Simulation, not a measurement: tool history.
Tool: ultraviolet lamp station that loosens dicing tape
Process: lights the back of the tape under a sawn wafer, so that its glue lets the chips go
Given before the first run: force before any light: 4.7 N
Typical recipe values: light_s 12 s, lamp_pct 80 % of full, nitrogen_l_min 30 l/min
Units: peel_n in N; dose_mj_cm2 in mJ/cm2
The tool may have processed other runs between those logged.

run     day  light_s  lamp_pct  nitrogen_l_min  peel_n  dose_mj_cm2
  1       0       12        80              30   0.766          410
  2   0.279       12        80              30   0.786          411
  3     0.6       12        80              30   0.774          412
  4   0.821        6        80              30   1.757          213
  5   1.192        6        68              30   2.048          175
  6   1.433       12        65              30   1.071          336
  7   1.804       12        65              30   1.076          338
  8   2.121       12        71              30    0.89          362
  9   2.442       12        79              30   0.846          402
 10   2.667       11        80              30   0.873          372
 11   3.175       12        80              30   0.823          408
 12   3.638       12        80              30   0.781          404
 13   4.025       12        80              30   0.807          403
 14   4.421       12        80              30   0.808          401
 15   4.788       12        80              30   0.809          400
 16   5.038       12        80              30   0.817          400
 17   5.488       12        80              30   0.825          398
 18   5.804       12        80              30    0.81          401
 19     6.3        8        80              30   1.359          260
 20   6.529       12        80              30   0.831          397
 21   6.804       12        80              30   0.812          399
 22   7.158       12        80              30   0.818          392
 23   7.604       12        94              57   0.476          462
 24   7.962       12        94              57   0.475          464
      8.175  -- window cleaned of glue's vapour
 25   8.354       12        68              24   0.982          377
 26   8.767       12        68              24   1.023          378
 27   9.279        8        99              28   0.987          362
 28   9.688        8        90              28   1.107          327
 29  10.083       10        74              12   1.537          333
 30  10.488        7        62              10   2.538          191
 31  10.725       12        78              54   0.535          423
 32  10.983       17        63              51   0.464          490
 33  11.217       18        79              30   0.387          637
 34  11.429       21        74              30   0.372          694
 35  11.704       10        80              32   0.882          355
 36  11.975        7        80              28   1.482          247
 37  12.442       11        69              28   1.073          335
 38  12.858       11        69              28   1.079          338
 39  13.117       17        80              30   0.453          611
 40    13.5       17        80              30   0.438          602
 41  13.817       16        80              30   0.484          567
 42  14.092       15        90              46   0.364          593
 43  14.308       15        90              46    0.37          591
 44  14.604       12        82              18   0.967          430

Results per run with the tool's hidden condition removed, run-to-run variation unchanged:
The hidden state here: lamp's light, % of a new lamp's; light that the window lets through, % of a clean one's; drift of the gauge itself on peel_n, %; drift of the gauge itself on dose_mj_cm2, %.
run  peel_n  dose_mj_cm2
  1   0.673          447
  2    0.69          448
  3   0.678          451
  4   1.609          233
  5   1.894          193
  6   0.939          370
  7   0.942          372
  8    0.77          401
  9   0.728          446
 10   0.751          413
 11   0.702          454
 12   0.662          452
 13   0.684          451
 14   0.681          450
 15   0.678          450
 16   0.685          451
 17   0.688          450
 18   0.674          454
 19   1.168          296
 20   0.686          452
 21   0.668          455
 22   0.672          448
 23   0.395          530
 24   0.392          533
 25   0.945          388
 26   0.982          390
 27   0.942          375
 28   1.056          339
 29   1.477          347
 30   2.476          199
 31   0.501          442
 32   0.436          512
 33   0.364          668
 34   0.352          727
 35   0.822          373
 36   1.403          260
 37   0.999          354
 38       1          358
 39   0.418          648
 40   0.402          639
 41   0.442          604
 42   0.337          633
 43   0.343          631
 44    0.88          461
